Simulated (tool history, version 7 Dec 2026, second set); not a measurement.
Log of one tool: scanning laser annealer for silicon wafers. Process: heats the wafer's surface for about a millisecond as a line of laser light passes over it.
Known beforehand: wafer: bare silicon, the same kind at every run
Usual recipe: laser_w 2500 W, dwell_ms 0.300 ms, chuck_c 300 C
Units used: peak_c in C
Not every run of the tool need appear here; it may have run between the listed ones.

{"run": 1, "hour": 0.0, "laser_w": 2500, "dwell_ms": 0.3, "chuck_c": 300, "peak_c": 1084}
{"run": 2, "hour": 30.5, "laser_w": 2500, "dwell_ms": 0.3, "chuck_c": 300, "peak_c": 1082}
{"run": 3, "hour": 60.2, "laser_w": 2500, "dwell_ms": 0.3, "chuck_c": 300, "peak_c": 1079}
{"run": 4, "hour": 77.0, "laser_w": 2675, "dwell_ms": 0.3, "chuck_c": 300, "peak_c": 1154}
{"run": 5, "hour": 93.0, "laser_w": 2386, "dwell_ms": 0.3, "chuck_c": 300, "peak_c": 1033}
{"run": 6, "hour": 112.4, "laser_w": 2386, "dwell_ms": 0.3, "chuck_c": 300, "peak_c": 1031}
{"run": 7, "hour": 142.2, "laser_w": 2386, "dwell_ms": 0.3, "chuck_c": 300, "peak_c": 1030}
{"run": 8, "hour": 168.2, "laser_w": 2500, "dwell_ms": 0.366, "chuck_c": 300, "peak_c": 1163}
{"run": 9, "hour": 193.7, "laser_w": 2500, "dwell_ms": 0.366, "chuck_c": 300, "peak_c": 1164}
{"run": 10, "hour": 225.0, "laser_w": 2500, "dwell_ms": 0.366, "chuck_c": 300, "peak_c": 1167}
{"run": 11, "hour": 249.1, "laser_w": 2500, "dwell_ms": 0.367, "chuck_c": 300, "peak_c": 1165}
{"run": 12, "hour": 279.8, "laser_w": 2500, "dwell_ms": 0.3, "chuck_c": 300, "peak_c": 1073}
{"run": 13, "hour": 298.1, "laser_w": 2188, "dwell_ms": 0.3, "chuck_c": 300, "peak_c": 952}
{"hour": 302.3, "done": "window over the wafer cleaned"}
{"run": 14, "hour": 335.8, "laser_w": 2188, "dwell_ms": 0.3, "chuck_c": 300, "peak_c": 942}
{"run": 15, "hour": 368.9, "laser_w": 2188, "dwell_ms": 0.3, "chuck_c": 300, "peak_c": 944}
{"run": 16, "hour": 397.4, "laser_w": 2500, "dwell_ms": 0.3, "chuck_c": 300, "peak_c": 1063}
{"hour": 403.7, "done": "window over the wafer cleaned, once more"}
{"run": 17, "hour": 422.2, "laser_w": 2630, "dwell_ms": 0.234, "chuck_c": 300, "peak_c": 1033}
{"run": 18, "hour": 447.2, "laser_w": 2500, "dwell_ms": 0.289, "chuck_c": 280, "peak_c": 1045}
{"run": 19, "hour": 462.7, "laser_w": 2500, "dwell_ms": 0.289, "chuck_c": 280, "peak_c": 1047}
{"run": 20, "hour": 487.6, "laser_w": 2500, "dwell_ms": 0.289, "chuck_c": 280, "peak_c": 1046}
{"run": 21, "hour": 507.4, "laser_w": 2500, "dwell_ms": 0.289, "chuck_c": 280, "peak_c": 1044}
{"run": 22, "hour": 522.0, "laser_w": 2500, "dwell_ms": 0.289, "chuck_c": 280, "peak_c": 1041}
{"run": 23, "hour": 538.9, "laser_w": 2500, "dwell_ms": 0.249, "chuck_c": 272, "peak_c": 974}
{"run": 24, "hour": 562.2, "laser_w": 2536, "dwell_ms": 0.255, "chuck_c": 301, "peak_c": 1029}
{"run": 25, "hour": 595.9, "laser_w": 2584, "dwell_ms": 0.237, "chuck_c": 290, "peak_c": 1003}
{"run": 26, "hour": 629.6, "laser_w": 2584, "dwell_ms": 0.221, "chuck_c": 336, "peak_c": 1028}
{"run": 27, "hour": 660.0, "laser_w": 2500, "dwell_ms": 0.264, "chuck_c": 300, "peak_c": 1025}
{"run": 28, "hour": 688.6, "laser_w": 2251, "dwell_ms": 0.264, "chuck_c": 318, "peak_c": 952}
{"run": 29, "hour": 721.9, "laser_w": 2251, "dwell_ms": 0.264, "chuck_c": 318, "peak_c": 950}
{"run": 30, "hour": 750.7, "laser_w": 2133, "dwell_ms": 0.3, "chuck_c": 274, "peak_c": 905}
{"run": 31, "hour": 765.6, "laser_w": 2209, "dwell_ms": 0.333, "chuck_c": 274, "peak_c": 970}

Measured minus without-hidden-state, run by run (identical run-to-run variation in each term; gauge scatter may differ):
The hidden state here: light that passes the window, % of a clean one's; laser's true power over the reading, %; width of the line over the set one, %; drift of the gauge itself on peak_c, C.
run=1 peak_c=-11
run=2 peak_c=-11
run=3 peak_c=-12
run=4 peak_c=-13
run=5 peak_c=-12
run=6 peak_c=-13
run=7 peak_c=-14
run=8 peak_c=-17
run=9 peak_c=-17
run=10 peak_c=-19
run=11 peak_c=-19
run=12 peak_c=-18
run=13 peak_c=-15
run=14 peak_c=-23
run=15 peak_c=-24
run=16 peak_c=-29
run=17 peak_c=-9
run=18 peak_c=-10
run=19 peak_c=-11
run=20 peak_c=-11
run=21 peak_c=-12
run=22 peak_c=-12
run=23 peak_c=-11
run=24 peak_c=-12
run=25 peak_c=-13
run=26 peak_c=-13
run=27 peak_c=-15
run=28 peak_c=-13
run=29 peak_c=-14
run=30 peak_c=-15
run=31 peak_c=-17
